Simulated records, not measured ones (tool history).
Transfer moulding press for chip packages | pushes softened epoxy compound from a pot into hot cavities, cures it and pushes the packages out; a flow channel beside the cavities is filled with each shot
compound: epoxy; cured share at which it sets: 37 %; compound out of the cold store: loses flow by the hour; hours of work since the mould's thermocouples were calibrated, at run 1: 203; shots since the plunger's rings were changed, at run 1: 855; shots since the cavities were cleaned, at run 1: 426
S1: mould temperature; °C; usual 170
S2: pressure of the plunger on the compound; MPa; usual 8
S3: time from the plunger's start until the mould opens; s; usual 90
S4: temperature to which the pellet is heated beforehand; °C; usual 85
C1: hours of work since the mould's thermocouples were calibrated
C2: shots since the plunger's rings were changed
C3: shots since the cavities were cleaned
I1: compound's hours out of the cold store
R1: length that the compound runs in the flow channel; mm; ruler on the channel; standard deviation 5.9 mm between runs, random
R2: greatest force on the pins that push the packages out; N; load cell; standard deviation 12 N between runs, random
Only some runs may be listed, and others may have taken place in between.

| run | hour | S1 | S2 | S3 | S4 | C1 | C2 | C3 | I1 | R1 | R2 |
|---|---|---|---|---|---|---|---|---|---|---|---|
| 1 | 0 | 170 | 8 | 90 | 85 | 203 | 855 | 426 | 47.6 | 614 | 540 |
| 2 | 8.6 | 170 | 8 | 90 | 85 | 207 | 944 | 515 | 20.8 | 638 | 598 |
| 3 | 13.2 | 170 | 8 | 90 | 85 | 210 | 992 | 563 | 8.1 | 668 | 603 |
| 4 | 17.8 | 170 | 7.68 | 90 | 85 | 212 | 1039 | 610 | 19.4 | 656 | 565 |
| 5 | 23.1 | 170 | 7.68 | 90 | 94 | 215 | 1094 | 665 | 8.6 | 665 | 590 |
| 6 | 28.2 | 170 | 7.68 | 90 | 94 | 218 | 1147 | 718 | 46.2 | 614 | 559 |
| 7 | 36 | 170 | 8 | 75 | 85 | 222 | 1227 | 798 | 47.1 | 619 | 803 |
| 8 | 42.2 | 170 | 8 | 75 | 85 | 225 | 1291 | 862 | 16.8 | 654 | 873 |
| 9 | 51.2 | 170 | 8 | 75 | 85 | 230 | 1384 | 955 | 11.1 | 671 | 897 |
| 10 | 60.7 | 170 | 8 | 90 | 85 | 235 | 1482 | 1053 | 43.1 | 616 | 582 |
| 11 | 65.7 | 169 | 8 | 90 | 85 | 238 | 1534 | 1105 | 42.4 | 626 | 597 |
| 12 | 71.3 | 170 | 8 | 90 | 84 | 241 | 1591 | 1162 | 25.1 | 641 | 583 |
|  | 73.5 | cavities cleaned with cleaning compound and waxed |
| 13 | 80.1 | 170 | 8 | 90 | 85 | 244 | 1666 | 68 | 37 | 624 | 567 |
| 14 | 84.4 | 170 | 8 | 90 | 85 | 247 | 1711 | 113 | 38 | 619 | 581 |
| 15 | 92.3 | 170 | 8 | 90 | 85 | 251 | 1792 | 194 | 31.2 | 634 | 593 |
| 16 | 99.6 | 170 | 6.65 | 90 | 75 | 255 | 1868 | 270 | 45.4 | 559 | 565 |
| 17 | 109.7 | 168 | 8.41 | 78 | 87 | 260 | 1972 | 374 | 12.9 | 689 | 912 |
| 18 | 115.5 | 168 | 8.41 | 78 | 87 | 263 | 2032 | 434 | 46.9 | 636 | 864 |
| 19 | 122.1 | 166 | 8.41 | 101 | 80 | 267 | 2100 | 502 | 33.3 | 663 | 618 |
| 20 | 130.8 | 170 | 8 | 90 | 88 | 271 | 2190 | 592 | 26.3 | 643 | 572 |
| 21 | 140.3 | 170 | 8 | 92 | 76 | 276 | 2288 | 690 | 19.4 | 649 | 568 |
| 22 | 148.5 | 171 | 6.89 | 92 | 93 | 281 | 2373 | 775 | 33.1 | 584 | 538 |
| 23 | 156.2 | 168 | 7.68 | 75 | 95 | 285 | 2452 | 854 | 31.4 | 632 | 952 |
| 24 | 163.8 | 173 | 9.9 | 102 | 85 | 289 | 2531 | 933 | 15.1 | 722 | 461 |
| 25 | 169.5 | 170 | 8.56 | 114 | 79 | 292 | 2589 | 991 | 46.4 | 639 | 449 |
| 26 | 178.5 | 170 | 8.47 | 100 | 79 | 296 | 2683 | 1085 | 32 | 654 | 504 |
|  | 188 | cavities cleaned with cleaning compound and waxed |
| 27 | 190.2 | 171 | 8 | 90 | 85 | 302 | 2787 | 23 | 25.5 | 653 | 551 |
| 28 | 194.8 | 171 | 7.8 | 82 | 85 | 304 | 2835 | 71 | 25 | 632 | 629 |
| 29 | 199.7 | 170 | 6.61 | 90 | 85 | 307 | 2886 | 122 | 25.6 | 583 | 568 |

Entry by entry between the runs, the difference in hidden state between the last listed run before and the first listed run after:
Between runs 12 and 13: cavities cleaned with cleaning compound and waxed (hour 73.5)
  grip of the stained cavities, % over clean ones': 1.3 -> 0.2
Between runs 26 and 27: cavities cleaned with cleaning compound and waxed (hour 188)
  pressure that reaches the compound, % of what is set: 99.75 -> 99.74; grip of the stained cavities, % over clean ones': 1.2 -> 0.1
